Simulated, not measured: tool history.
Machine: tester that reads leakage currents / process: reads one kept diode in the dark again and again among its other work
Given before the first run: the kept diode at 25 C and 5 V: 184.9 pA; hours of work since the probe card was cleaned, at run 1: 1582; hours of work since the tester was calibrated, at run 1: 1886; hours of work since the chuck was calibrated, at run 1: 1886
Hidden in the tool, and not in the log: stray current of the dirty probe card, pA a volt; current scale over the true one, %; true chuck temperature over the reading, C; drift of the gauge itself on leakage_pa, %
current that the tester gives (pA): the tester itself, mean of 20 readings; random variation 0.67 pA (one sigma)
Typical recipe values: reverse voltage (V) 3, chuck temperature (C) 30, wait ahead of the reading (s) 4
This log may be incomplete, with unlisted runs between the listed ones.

run	hour	reverse voltage (V)	chuck temperature (C)	wait ahead of the reading (s)	hours of work since the probe card was cleaned	hours of work since the tester was calibrated	hours of work since the chuck was calibrated	current that the tester gives (pA)
1	0	3	30	4	1582	1886	1886	247.48
# hour 84.3: probe card cleaned and baked
2	121.5	3	30	4	28	1977	1977	242.14
3	293.4	3	30	4	160	2108	2108	242.8
# hour 345.5: chuck's temperature calibrated
4	426.6	3	30	4	260	2208	62	230.01
5	583.7	3	32	4	379	2328	182	278.28
6	724.4	3	32	4	487	2435	289	279.84
7	930.4	3	32	4	644	2592	446	281.98
8	1182.6	3	32	4	836	2785	639	284.44
9	1402.5	3	32	4	1004	2953	806	289.73
10	1551.4	3	30	4	1118	3066	920	243.55
11	1797.5	3	30	4	1305	3254	1108	245.73
12	1994.1	1.34	30	4	1455	3404	1258	156.96
# hour 2231: probe card cleaned and baked
13	2231	4.64	30	4	0	3582	1436	309.39
14	2445.4	3	30	4	164	3746	1600	242.65
15	2662	3	30	4	329	3911	1765	246.27
16	2936.3	3	30	4	538	4120	1974	249.66
# hour 3143.8: chuck's temperature calibrated
17	3205	3	30	3.81	742	4324	47	226.82
18	3392.9	3	30	3.81	885	4467	190	227.43
19	3601.4	3	30	3.81	1044	4626	349	230.12
20	3808.6	3	30	3.81	1202	4784	507	231.88
21	4001	3	30	3.81	1349	4931	654	234.15
22	4139.2	12.55	49	1.05	1454	5037	759	2618.62
23	4350.1	3	30	4	1615	5198	920	236.84
# hour 4380.4: probe card cleaned and baked
24	4548.1	3	30	4	128	5346	1069	233.96
25	4791.7	1.81	51	6.46	314	5532	1255	1072.63
# hour 4943.4: tester calibrated
26	5075.4	1.81	37	6.46	529	101	1470	331.09
27	5237.4	2.46	20	9.43	652	224	1593	83.74
28	5496.1	2.46	20	9.43	850	422	1791	85.26
29	5654.1	1.08	30	4	970	542	1911	136.53
30	5922.6	1.68	51	2.45	1175	747	2116	1047.07
# hour 5949.5: chuck's temperature calibrated
31	6182.1	1.68	51	2.45	1371	943	177	999.35
32	6463.1	14.64	30	0.49	1586	1158	392	592.17
# hour 6539.6: probe card cleaned and baked
33	6711.8	14.64	30	0.49	131	1345	579	556.42
34	6911.7	14.64	30	0.49	284	1498	732	564.84
35	7052.4	14.64	53	1.78	391	1605	839	3947.89
36	7324.6	2.55	49	3.95	599	1813	1047	1094.85

Across each entry between runs, compare the hidden state at the last listed run before it with the hidden state at the first listed run after it:
Runs 1 to 2: probe card cleaned and baked (hour 84.3)
  stray current of the dirty probe card, pA a volt: 2.458 -> 0.081; current scale over the true one, %: 0.54 -> 0.56; true chuck temperature over the reading, C: 0.76 -> 0.79
  measured less the result without the state, current that the tester gives (pA): +24.63 -> +18.36
Runs 3 to 4: chuck's temperature calibrated (hour 345.5)
  stray current of the dirty probe card, pA a volt: 0.318 -> 0.503; current scale over the true one, %: 0.59 -> 0.61; true chuck temperature over the reading, C: 0.84 -> 0.2
  measured less the result without the state, current that the tester gives (pA): +20.1 -> +6.93
Runs 12 to 13: probe card cleaned and baked (hour 2231)
  stray current of the dirty probe card, pA a volt: 2.662 -> 0.024; current scale over the true one, %: 0.89 -> 0.94; true chuck temperature over the reading, C: 0.67 -> 0.74
  measured less the result without the state, current that the tester gives (pA): +14.02 -> +23.06
Runs 16 to 17: chuck's temperature calibrated (hour 3143.8)
  stray current of the dirty probe card, pA a volt: 0.943 -> 1.304; current scale over the true one, %: 1.06 -> 1.11; true chuck temperature over the reading, C: 0.95 -> -0.14
  measured less the result without the state, current that the tester gives (pA): +25.85 -> +3.43
Runs 23 to 24: probe card cleaned and baked (hour 4380.4)
  stray current of the dirty probe card, pA a volt: 2.824 -> 0.256; current scale over the true one, %: 1.32 -> 1.36; true chuck temperature over the reading, C: 0.2 -> 0.25
  measured less the result without the state, current that the tester gives (pA): +15.46 -> +9.07
Runs 25 to 26: tester calibrated (hour 4943.4)
  stray current of the dirty probe card, pA a volt: 0.576 -> 0.971; current scale over the true one, %: 1.4 -> 0.16; true chuck temperature over the reading, C: 0.32 -> 0.4
  measured less the result without the state, current that the tester gives (pA): +42.68 -> +13.68
Runs 30 to 31: chuck's temperature calibrated (hour 5949.5)
  stray current of the dirty probe card, pA a volt: 2.107 -> 2.439; current scale over the true one, %: 0.31 -> 0.35; true chuck temperature over the reading, C: 0.65 -> 0.08
  measured less the result without the state, current that the tester gives (pA): +59.78 -> +14.1
Runs 32 to 33: probe card cleaned and baked (hour 6539.6)
  stray current of the dirty probe card, pA a volt: 2.825 -> 0.257; current scale over the true one, %: 0.41 -> 0.45; true chuck temperature over the reading, C: 0.17 -> 0.24
  measured less the result without the state, current that the tester gives (pA): +51.73 -> +17.61

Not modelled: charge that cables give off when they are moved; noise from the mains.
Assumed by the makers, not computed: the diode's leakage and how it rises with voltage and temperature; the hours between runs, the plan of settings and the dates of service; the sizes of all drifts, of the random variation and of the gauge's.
